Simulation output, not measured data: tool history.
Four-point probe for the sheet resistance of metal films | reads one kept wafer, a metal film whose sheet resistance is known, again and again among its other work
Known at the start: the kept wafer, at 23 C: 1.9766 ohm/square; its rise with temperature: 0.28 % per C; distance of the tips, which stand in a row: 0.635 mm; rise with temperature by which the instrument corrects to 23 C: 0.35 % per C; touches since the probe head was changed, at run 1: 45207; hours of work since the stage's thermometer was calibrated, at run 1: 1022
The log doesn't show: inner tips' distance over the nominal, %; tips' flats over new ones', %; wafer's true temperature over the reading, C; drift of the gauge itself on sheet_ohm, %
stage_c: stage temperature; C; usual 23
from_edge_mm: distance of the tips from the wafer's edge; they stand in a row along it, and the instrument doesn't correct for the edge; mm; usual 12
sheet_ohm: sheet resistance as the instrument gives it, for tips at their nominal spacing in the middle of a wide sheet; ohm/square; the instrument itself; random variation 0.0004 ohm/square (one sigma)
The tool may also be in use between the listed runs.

run,hour,stage_c,from_edge_mm,touches since the probe head was changed,hours of work since the stage's thermometer was calibrated,sheet_ohm
1,0,23,12,45207,1022,1.972225
2,41.5,23,12,46195,1046,1.972215
3,82.3,23,12,47166,1069,1.972294
4,133.4,23,12,48384,1098,1.972045
5,161.2,23,12,49047,1113,1.97193
6,189.8,23,12,49728,1130,1.971472
7,246.9,18,12,51086,1162,1.978611
8,293.8,18,22,52205,1188,1.976946
9,337.6,31,12,53246,1213,1.960054
10,390.8,31,12,54513,1243,1.959814
11,448,31,12,55876,1276,1.959841
12,514.9,31,12,57469,1314,1.960242
13,556.5,31,12,58459,1337,1.959162
14,585.5,31,12,59150,1354,1.960062
15,650.5,21,11,60698,1390,1.974794
16,684.7,20,11,61513,1410,1.975218
17,733.5,23,13,62674,1437,1.970337
18,773.8,23,16,63634,1460,1.969078
19,835.9,28,16,65112,1495,1.961923
20,879.1,27,15,66140,1520,1.963853
21,934.3,27,15,67457,1551,1.963555
22,989.7,21,5,68774,1582,1.987005
23,1042.7,21,5,70038,1612,1.98683
24,1087.6,21,5,71108,1638,1.987064
25,1140.8,31,12,72374,1668,1.958395
26,1180.2,31,12,73312,1690,1.958246
27,1231,33,12,74521,1719,1.955122
28,1297,25,12,76094,1756,1.966281

3 ways to go on from here, each from the tool as it stands after run 28. What would each give?
A,1332,25,71,76926,1776,?
B,1332,34,18,76926,1776,?
C,1332,23,3,76926,1776,?

run,sheet_ohm
A,1.964043
B,1.953277
C,2.01276
Without the tool's hidden state the same runs would have given:
run,sheet_ohm
A,1.974321
B,1.963549
C,2.023257
